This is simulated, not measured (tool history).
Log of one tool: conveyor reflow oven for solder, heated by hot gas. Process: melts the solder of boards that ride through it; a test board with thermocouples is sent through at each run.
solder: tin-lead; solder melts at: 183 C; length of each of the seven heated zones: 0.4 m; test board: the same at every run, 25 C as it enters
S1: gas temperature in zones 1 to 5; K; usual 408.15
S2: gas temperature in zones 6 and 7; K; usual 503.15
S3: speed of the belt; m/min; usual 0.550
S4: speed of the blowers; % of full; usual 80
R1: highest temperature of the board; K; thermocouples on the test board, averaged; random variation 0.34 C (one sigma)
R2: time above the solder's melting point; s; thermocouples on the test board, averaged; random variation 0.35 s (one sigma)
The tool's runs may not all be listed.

run     day      S1      S2     S3  S4      R1    R2
  1   0.000  408.15  503.15  0.550  80  489.75  66.5
  2   0.942  408.15  503.15  0.550  80  490.25  65.7
  3   1.829  408.15  503.15  0.536  80  491.15  68.1
  4   2.462  408.15  503.15  0.536  80  490.55  68.6
  5   3.058  408.15  503.15  0.536  80  490.65  67.3
  6   3.542  408.15  503.15  0.536  80  489.95  67.5
  7   4.512  408.15  503.15  0.536  80  490.55  67.6
  8   5.342  408.15  503.15  0.550  80  489.15  64.8
  9   6.254  408.15  503.15  0.550  80  489.55  65.3
 10   6.950  408.15  503.15  0.550  80  488.75  64.6
 11   8.058  408.15  503.15  0.542  80  489.65  66.2
 12   8.608  408.15  503.15  0.542  80  489.55  65.6
      8.838  -- belt drive overhauled, speed set with a stopwatch
 13   9.354  408.15  503.15  0.550  80  488.75  65.2
 14   9.829  408.15  503.15  0.550  51  484.65  59.0
 15  10.371  408.15  503.15  0.550  51  484.55  58.5
 16  11.467  408.15  503.15  0.550  51  484.05  58.0
 17  11.996  408.15  503.15  0.550  51  483.65  58.7
 18  12.621  418.15  503.15  0.600  66  485.35  59.8
 19  13.733  401.15  514.15  0.613  75  492.05  57.8
     14.175  -- belt drive overhauled, speed set with a stopwatch, once more
 20  15.029  401.15  514.15  0.613  75  490.55  55.1
 21  15.504  398.15  493.15  0.478  79  480.55  60.9
 22  16.412  408.15  503.15  0.550  80  487.15  61.4
     16.762  -- flux residue cleaned out of gas plates and filters
 23  17.275  408.15  503.15  0.550  80  490.15  65.6
 24  17.829  421.15  503.15  0.471  80  494.95  88.1
 25  18.829  421.15  503.15  0.471  80  495.25  88.0
 26  19.596  421.15  503.15  0.471  80  494.95  88.4
 27  20.546  421.15  503.15  0.471  80  495.25  87.8

Forecast each of these 5 alternatives for the next run:
  A  21.471  408.15  510.15  0.456  80   ?   ?
  B  21.471  408.15  503.15  0.647  84   ?   ?
  C  21.471  409.15  501.15  0.599  80   ?   ?
  D  21.471  414.15  503.15  0.550  80   ?   ?
  E  21.471  421.15  510.15  0.471  80   ?   ?

run      R1    R2
  A  501.35  89.3
  B  485.45  50.2
  C  485.95  55.4
  D  490.65  67.4
  E  501.75  92.0
Without the tool's hidden state the same runs would have given:
run      R1    R2
  A  502.25  89.8
  B  486.65  51.2
  C  487.05  56.4
  D  491.65  68.2
  E  502.55  92.3

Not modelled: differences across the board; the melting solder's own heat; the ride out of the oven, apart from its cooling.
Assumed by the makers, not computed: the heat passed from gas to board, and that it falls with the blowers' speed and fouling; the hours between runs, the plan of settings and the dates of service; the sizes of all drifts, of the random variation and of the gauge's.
